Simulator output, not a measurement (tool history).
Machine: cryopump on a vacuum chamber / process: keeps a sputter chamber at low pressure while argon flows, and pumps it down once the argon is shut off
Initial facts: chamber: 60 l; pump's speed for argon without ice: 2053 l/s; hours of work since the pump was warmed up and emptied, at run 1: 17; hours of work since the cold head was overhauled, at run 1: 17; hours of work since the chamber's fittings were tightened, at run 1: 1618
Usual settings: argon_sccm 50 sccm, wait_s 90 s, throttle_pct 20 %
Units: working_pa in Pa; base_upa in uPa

run	hour	argon_sccm	wait_s	throttle_pct	hours of work since the pump was warmed up and emptied	hours of work since the cold head was overhauled	hours of work since the chamber's fittings were tightened	working_pa	base_upa
1	0.0	50	90	20	17	17	1618	0.2081	1.11
2	16.2	51	90	20	28	28	1629	0.2115	1.07
3	32.2	50	90	27	39	39	1640	0.1534	1.04
4	45.5	50	90	27	48	48	1649	0.1543	1.08
5	58.3	50	90	20	56	56	1657	0.2069	1.09
6	68.8	50	90	20	64	64	1664	0.2070	1.08
7	82.9	50	90	20	73	73	1674	0.2072	1.06
8	93.8	50	90	20	80	80	1681	0.2075	1.08
9	106.5	28	90	20	89	89	1690	0.1162	1.13
10	113.1	50	281	20	93	93	1694	0.2081	0.78
11	122.0	50	90	20	99	99	1700	0.2077	1.06
12	133.7	50	82	20	107	107	1708	0.2060	1.17
13	147.6	50	82	20	116	116	1717	0.2096	1.18
14	156.4	50	82	20	122	122	1723	0.2093	1.14
15	169.6	50	82	20	131	131	1732	0.2067	1.13
16	180.9	49	90	20	139	139	1740	0.2033	1.08
17	196.9	50	48	20	150	150	1750	0.2088	1.62
18	212.1	50	48	20	160	160	1760	0.2087	1.61
19	227.6	50	48	20	170	170	1771	0.2082	1.59
20	238.1	91	25	18	177	177	1778	0.4217	2.45
21	248.9	26	76	22	184	184	1785	0.0991	1.19
22	258.8	50	83	20	191	191	1792	0.2102	1.20
23	267.2	50	156	20	197	197	1797	0.2098	0.90
24	283.0	50	156	20	207	207	1808	0.2103	0.93
25	289.7	50	156	20	212	212	1813	0.2100	0.90
26	299.5	64	129	47	219	219	1819	0.1175	0.98
27	308.5	64	129	47	225	225	1825	0.1170	0.97
28	322.2	34	129	21	234	234	1834	0.1352	0.98
29	337.7	50	102	20	244	244	1845	0.2105	1.11
30	351.5	50	102	20	253	253	1854	0.2115	1.10
31	361.8	50	82	19	260	260	1861	0.2209	1.27
32	375.9	50	82	19	270	270	1870	0.2199	1.22
33	388.6	50	28	44	278	278	1879	0.0985	2.35
34	400.9	24	28	44	287	287	1887	0.0474	2.44

Some steps in working_pa between neighbouring runs. How much of each would the tool show without its hidden state too (settings, what came in, random variation), and how much is left for the hidden state, with any gauge scatter that isn't in both results?
Unlogged tool condition in this case: pump's speed, % of a pump's without ice; cold plate's temperature, K; leak into the chamber, uPa l/s; drift of the gauge itself on working_pa, %; drift of the gauge itself on base_upa, %.
Run 19 -> 20: argon_sccm 50 -> 91, wait_s 48 -> 25, throttle_pct 20 -> 18. working_pa +0.2135 Pa: hidden state +0.0028, all else +0.2107.
Run 20 -> 21: argon_sccm 91 -> 26, wait_s 25 -> 76, throttle_pct 18 -> 22. working_pa -0.3226 Pa: hidden state -0.0041, all else -0.3185.
Run 32 -> 33: wait_s 82 -> 28, throttle_pct 19 -> 44. working_pa -0.1214 Pa: hidden state +0.0002, all else -0.1216.
Run 33 -> 34: argon_sccm 50 -> 24. working_pa -0.0511 Pa: hidden state -0.0026, all else -0.0485.

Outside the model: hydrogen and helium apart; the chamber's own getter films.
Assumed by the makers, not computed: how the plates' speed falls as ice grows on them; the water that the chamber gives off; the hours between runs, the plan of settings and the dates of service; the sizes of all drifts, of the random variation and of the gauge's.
